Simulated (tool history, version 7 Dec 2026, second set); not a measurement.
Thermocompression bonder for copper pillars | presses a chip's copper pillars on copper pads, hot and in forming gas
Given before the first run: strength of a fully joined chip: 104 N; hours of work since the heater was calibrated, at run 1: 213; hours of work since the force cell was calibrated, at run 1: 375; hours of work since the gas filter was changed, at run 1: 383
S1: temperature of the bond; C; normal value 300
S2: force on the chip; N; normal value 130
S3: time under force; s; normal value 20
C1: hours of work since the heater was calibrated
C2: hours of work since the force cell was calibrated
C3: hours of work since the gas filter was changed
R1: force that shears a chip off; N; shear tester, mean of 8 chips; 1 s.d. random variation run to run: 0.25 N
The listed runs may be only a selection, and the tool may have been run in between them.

run 1 day=0.000 | S1=300 S2=130 S3=20 | C1=213 C2=375 C3=383 | R1=70.6
run 2 day=0.321 | S1=300 S2=130 S3=44 | C1=217 C2=379 C3=387 | R1=83.9
run 3 day=0.554 | S1=300 S2=130 S3=44 | C1=220 C2=382 C3=390 | R1=83.8
run 4 day=0.854 | S1=300 S2=130 S3=44 | C1=224 C2=386 C3=394 | R1=83.7
run 5 day=1.242 | S1=300 S2=130 S3=44 | C1=229 C2=391 C3=398 | R1=84.0
run 6 day=1.508 | S1=300 S2=130 S3=44 | C1=232 C2=394 C3=402 | R1=83.3
run 7 day=1.796 | S1=300 S2=130 S3=44 | C1=235 C2=397 C3=405 | R1=83.3
run 8 day=2.154 | S1=300 S2=130 S3=44 | C1=240 C2=402 C3=410 | R1=82.7
run 9 day=2.462 | S1=280 S2=130 S3=44 | C1=244 C2=406 C3=414 | R1=72.0
run 10 day=2.883 | S1=280 S2=130 S3=27 | C1=249 C2=411 C3=419 | R1=62.8
run 11 day=3.117 | S1=280 S2=130 S3=27 | C1=252 C2=414 C3=422 | R1=62.9
run 12 day=3.354 | S1=280 S2=130 S3=27 | C1=255 C2=417 C3=425 | R1=62.9
run 13 day=3.654 | S1=300 S2=130 S3=20 | C1=258 C2=420 C3=428 | R1=70.2
run 14 day=4.029 | S1=300 S2=79 S3=20 | C1=263 C2=425 C3=433 | R1=50.1
run 15 day=4.392 | S1=314 S2=130 S3=20 | C1=268 C2=430 C3=437 | R1=78.1
-- day=4.558 forming gas filter changed
run 16 day=4.675 | S1=300 S2=130 S3=20 | C1=271 C2=433 C3=1 | R1=73.3
run 17 day=4.888 | S1=300 S2=90 S3=20 | C1=273 C2=435 C3=4 | R1=57.5
run 18 day=5.200 | S1=300 S2=90 S3=20 | C1=277 C2=439 C3=8 | R1=57.5
run 19 day=5.525 | S1=300 S2=130 S3=20 | C1=281 C2=443 C3=12 | R1=72.7
run 20 day=5.750 | S1=300 S2=117 S3=20 | C1=284 C2=446 C3=15 | R1=68.8
run 21 day=6.067 | S1=300 S2=167 S3=33 | C1=288 C2=450 C3=19 | R1=90.6
run 22 day=6.321 | S1=305 S2=135 S3=19 | C1=291 C2=453 C3=22 | R1=76.1
run 23 day=6.738 | S1=303 S2=135 S3=15 | C1=296 C2=458 C3=27 | R1=70.9
run 24 day=7.117 | S1=278 S2=91 S3=38 | C1=301 C2=463 C3=32 | R1=55.2
run 25 day=7.471 | S1=278 S2=100 S3=55 | C1=305 C2=467 C3=36 | R1=66.3
run 26 day=7.679 | S1=278 S2=100 S3=55 | C1=308 C2=470 C3=39 | R1=66.2
run 27 day=7.954 | S1=315 S2=100 S3=55 | C1=311 C2=473 C3=42 | R1=87.8
run 28 day=8.154 | S1=317 S2=119 S3=32 | C1=314 C2=476 C3=45 | R1=86.9
run 29 day=8.454 | S1=282 S2=180 S3=22 | C1=318 C2=480 C3=48 | R1=76.3
run 30 day=8.804 | S1=305 S2=88 S3=28 | C1=322 C2=484 C3=53 | R1=65.7
run 31 day=9.171 | S1=305 S2=142 S3=28 | C1=327 C2=489 C3=57 | R1=84.6
run 32 day=9.492 | S1=305 S2=119 S3=27 | C1=330 C2=492 C3=61 | R1=77.3
run 33 day=9.683 | S1=305 S2=119 S3=27 | C1=333 C2=495 C3=64 | R1=77.0
run 34 day=10.050 | S1=324 S2=101 S3=14 | C1=337 C2=499 C3=68 | R1=69.8
run 35 day=10.442 | S1=304 S2=186 S3=43 | C1=342 C2=504 C3=73 | R1=96.5
run 36 day=10.654 | S1=305 S2=153 S3=20 | C1=345 C2=507 C3=76 | R1=81.8
run 37 day=10.925 | S1=305 S2=153 S3=20 | C1=348 C2=510 C3=79 | R1=81.3
run 38 day=11.196 | S1=305 S2=97 S3=49 | C1=352 C2=514 C3=82 | R1=79.8
run 39 day=11.392 | S1=305 S2=119 S3=55 | C1=354 C2=516 C3=85 | R1=88.8
run 40 day=11.725 | S1=305 S2=88 S3=55 | C1=358 C2=520 C3=89 | R1=77.8

Predict each of these 4 candidate next runs independently; none follows another, all start after run 40:
run A day=12.025 | S1=289 S2=155 S3=35 | C1=362 C2=524 C3=93 | R1=?
run B day=12.025 | S1=296 S2=89 S3=20 | C1=362 C2=524 C3=93 | R1=?
run C day=12.025 | S1=306 S2=171 S3=33 | C1=362 C2=524 C3=93 | R1=?
run D day=12.025 | S1=280 S2=88 S3=46 | C1=362 C2=524 C3=93 | R1=?

run=A R1=82.4
run=B R1=54.0
run=C R1=92.9
run=D R1=58.5
Had the tool no hidden state, the same runs would have come out as:
run=A R1=83.3
run=B R1=54.5
run=C R1=93.8
run=D R1=59.2

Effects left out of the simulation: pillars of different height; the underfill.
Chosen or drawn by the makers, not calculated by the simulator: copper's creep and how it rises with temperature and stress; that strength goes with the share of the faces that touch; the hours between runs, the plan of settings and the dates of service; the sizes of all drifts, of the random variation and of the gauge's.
